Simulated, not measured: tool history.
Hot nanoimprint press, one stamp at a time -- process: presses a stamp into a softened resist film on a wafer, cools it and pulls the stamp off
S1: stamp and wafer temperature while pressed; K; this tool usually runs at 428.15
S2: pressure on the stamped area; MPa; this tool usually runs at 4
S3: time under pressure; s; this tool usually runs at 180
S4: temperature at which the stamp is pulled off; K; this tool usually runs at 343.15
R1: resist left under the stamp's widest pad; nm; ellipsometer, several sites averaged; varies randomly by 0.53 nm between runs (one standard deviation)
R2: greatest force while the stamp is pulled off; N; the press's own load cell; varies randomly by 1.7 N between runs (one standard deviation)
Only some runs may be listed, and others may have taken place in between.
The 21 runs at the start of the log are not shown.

run,hour,S1,S2,S3,S4,R1,R2
22,364.3,428.15,3.65,115,343.15,177.9,108
23,383.5,428.15,3.65,115,343.15,176.1,106
24,394.4,428.15,3.65,115,343.15,177.2,104
25,411.9,428.15,4,180,339.15,143.7,117
# hour 430.1: stamp cleaned and given a new release coat
26,435.1,428.15,4,180,339.15,144.2,118
27,454.6,428.15,4,260,329.15,123.1,147
28,470.1,436.15,3.93,180,343.15,86.9,107
29,483.8,428.15,6.13,180,333.15,117.6,134
30,501,433.15,4.35,169,338.15,102.5,121

Branching from run 30: 4 alternative next runs. What would each branch give?
A,522.4,422.15,5.13,176,343.15,?,?
B,522.4,433.15,5.89,169,338.15,?,?
C,522.4,433.15,5.67,140,336.15,?,?
D,522.4,428.15,4,232,343.15,?,?

run,R1,R2
A,186.7,109
B,88.4,120
C,97.8,129
D,128,107
Take away the tool's hidden state, keep each run's random variation, and the runs would have read:
run,R1,R2
A,192,108
B,90.9,119
C,100.6,128
D,131.7,106
